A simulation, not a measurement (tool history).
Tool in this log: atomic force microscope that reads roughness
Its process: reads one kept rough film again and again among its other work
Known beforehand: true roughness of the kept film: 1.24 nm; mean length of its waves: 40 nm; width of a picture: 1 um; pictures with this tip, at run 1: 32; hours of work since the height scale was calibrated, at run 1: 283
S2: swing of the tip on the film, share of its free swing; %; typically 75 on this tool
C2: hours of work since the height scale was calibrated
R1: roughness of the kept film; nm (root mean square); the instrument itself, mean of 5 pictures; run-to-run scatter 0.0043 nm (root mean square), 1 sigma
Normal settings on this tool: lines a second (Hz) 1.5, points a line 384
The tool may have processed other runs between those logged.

Run 1, day 0: usual settings; pictures with this tip 32; C2 283. Result: R1 1.134 nm (root mean square).
At day 0.838: new tip fitted.
Run 2, day 0.871: usual settings; pictures with this tip 2; C2 294. Result: R1 1.141 nm (root mean square).
Run 3, day 1.971: usual settings but lines a second (Hz) 1.43; pictures with this tip 43; C2 308. Result: R1 1.122 nm (root mean square).
At day 2.508: new tip fitted.
Run 4, day 2.554: usual settings but lines a second (Hz) 1.43; pictures with this tip 1; C2 315. Result: R1 1.153 nm (root mean square).
Run 5, day 3.379: usual settings but lines a second (Hz) 1.43; pictures with this tip 32; C2 326. Result: R1 1.134 nm (root mean square).
At day 4.188: new tip fitted.
Run 6, day 4.333: usual settings but lines a second (Hz) 1.43; pictures with this tip 6; C2 338. Result: R1 1.139 nm (root mean square).
Run 7, day 5.125: usual settings; pictures with this tip 35; C2 349. Result: R1 1.118 nm (root mean square).
At day 5.896: new tip fitted.
Run 8, day 5.967: usual settings; pictures with this tip 2; C2 359. Result: R1 1.148 nm (root mean square).
Run 9, day 6.742: usual settings; pictures with this tip 32; C2 369. Result: R1 1.13 nm (root mean square).
At day 7.562: new tip fitted.
Run 10, day 7.704: usual settings but lines a second (Hz) 2.66; pictures with this tip 5; C2 382. Result: R1 1.092 nm (root mean square).
Run 11, day 8.471: usual settings but lines a second (Hz) 2.66; pictures with this tip 34; C2 392. Result: R1 1.085 nm (root mean square).
At day 9.225: new tip fitted.
Run 12, day 9.529: usual settings but lines a second (Hz) 2.66; pictures with this tip 11; C2 405. Result: R1 1.082 nm (root mean square).
Run 13, day 10.45: usual settings but lines a second (Hz) 2.66; pictures with this tip 46; C2 417. Result: R1 1.071 nm (root mean square).
At day 10.883: new tip fitted.
Run 14, day 11.55: usual settings; pictures with this tip 25; C2 431. Result: R1 1.136 nm (root mean square).
At day 12.588: new tip fitted.
Run 15, day 12.617: usual settings but lines a second (Hz) 2.94; pictures with this tip 1; C2 445. Result: R1 1.09 nm (root mean square).
Run 16, day 13.762: usual settings; pictures with this tip 44; C2 460. Result: R1 1.13 nm (root mean square).
At day 14.238: new tip fitted.
Run 17, day 14.379: usual settings; pictures with this tip 6; C2 468. Result: R1 1.145 nm (root mean square).
Run 18, day 15.242: usual settings; pictures with this tip 38; C2 479. Result: R1 1.12 nm (root mean square).
At day 15.871: new tip fitted.
Run 19, day 16.421: usual settings; pictures with this tip 21; C2 494. Result: R1 1.142 nm (root mean square).
At day 17.525: new tip fitted.
Run 20, day 17.542: usual settings; pictures with this tip 0; C2 508. Result: R1 1.16 nm (root mean square).
Run 21, day 18.571: usual settings; pictures with this tip 39; C2 522. Result: R1 1.121 nm (root mean square).
At day 19.183: new tip fitted.
Run 22, day 19.346: usual settings but lines a second (Hz) 0.52, S2 62 %, points a line 889; pictures with this tip 6; C2 531. Result: R1 1.206 nm (root mean square).
Run 23, day 20.225: usual settings but lines a second (Hz) 0.56, S2 70 %, points a line 408; pictures with this tip 40; C2 543. Result: R1 1.181 nm (root mean square).
At day 20.808: new tip fitted.
Run 24, day 21.292: usual settings but lines a second (Hz) 0.56, S2 70 %, points a line 408; pictures with this tip 18; C2 556. Result: R1 1.192 nm (root mean square).
Run 25, day 21.962: usual settings but lines a second (Hz) 0.56, S2 70 %, points a line 408; pictures with this tip 43; C2 565. Result: R1 1.185 nm (root mean square).
At day 22.446: new tip fitted.
Run 26, day 22.921: usual settings but lines a second (Hz) 0.7, S2 89 %; pictures with this tip 18; C2 577. Result: R1 1.156 nm (root mean square).
Run 27, day 23.983: usual settings but lines a second (Hz) 0.7, S2 89 %; pictures with this tip 58; C2 591. Result: R1 1.123 nm (root mean square).
At day 24.1: new tip fitted.
Run 28, day 24.688: usual settings but lines a second (Hz) 2.26, S2 59 %; pictures with this tip 22; C2 600. Result: R1 1.171 nm (root mean square).
Run 29, day 25.421: usual settings but lines a second (Hz) 1.23, S2 59 %, points a line 818; pictures with this tip 50; C2 610. Result: R1 1.178 nm (root mean square).
At day 25.742: new tip fitted.
Run 30, day 26.55: usual settings but lines a second (Hz) 0.71, points a line 1009; pictures with this tip 31; C2 624. Result: R1 1.181 nm (root mean square).
Run 31, day 27.038: usual settings but lines a second (Hz) 0.71, points a line 1009; pictures with this tip 49; C2 630. Result: R1 1.162 nm (root mean square).
At day 27.429: new tip fitted.
Run 32, day 28.1: usual settings but lines a second (Hz) 3.42, S2 61 %, points a line 588; pictures with this tip 25; C2 644. Result: R1 1.148 nm (root mean square).
Run 33, day 28.675: usual settings but lines a second (Hz) 1.38, S2 64 %, points a line 400; pictures with this tip 47; C2 651. Result: R1 1.168 nm (root mean square).
At day 29.062: new tip fitted.
Run 34, day 29.854: usual settings but lines a second (Hz) 1.38, S2 64 %, points a line 400; pictures with this tip 30; C2 667. Result: R1 1.176 nm (root mean square).
Run 35, day 30.533: usual settings but lines a second (Hz) 2.49, S2 73 %, points a line 598; pictures with this tip 55; C2 675. Result: R1 1.097 nm (root mean square).
At day 30.721: new tip fitted.
Run 36, day 31.367: usual settings but lines a second (Hz) 2.49, S2 73 %, points a line 598; pictures with this tip 24; C2 686. Result: R1 1.116 nm (root mean square).
Run 37, day 32.167: usual settings but lines a second (Hz) 1.77, points a line 693; pictures with this tip 54; C2 696. Result: R1 1.119 nm (root mean square).
At day 32.383: new tip fitted.
Run 38, day 33.171: usual settings but lines a second (Hz) 2.05, S2 57 %, points a line 445; pictures with this tip 29; C2 709. Result: R1 1.18 nm (root mean square).
At day 34.117: new tip fitted.
Run 39, day 34.142: usual settings but lines a second (Hz) 3.56, S2 56 %, points a line 790; pictures with this tip 1; C2 722. Result: R1 1.177 nm (root mean square).

Consider 3 possible next runs. They are alternatives, not a sequence: every one starts from the tool as it was left by run 39. What does each give?
Run A, day 35.004: usual settings but lines a second (Hz) 1.33, S2 56 %, points a line 582; pictures with this tip 33; C2 733. Result: R1 ?.
Run B, day 35.004: usual settings but lines a second (Hz) 3.26, S2 63 %, points a line 812; pictures with this tip 33; C2 733. Result: R1 ?.
Run C, day 35.004: usual settings but lines a second (Hz) 1.79, S2 65 %, points a line 950; pictures with this tip 33; C2 733. Result: R1 ?.

run     R1
  A  1.194
  B  1.136
  C  1.163
Without the tool's hidden state the same runs would have given:
run     R1
  A    1.2
  B  1.141
  C  1.169
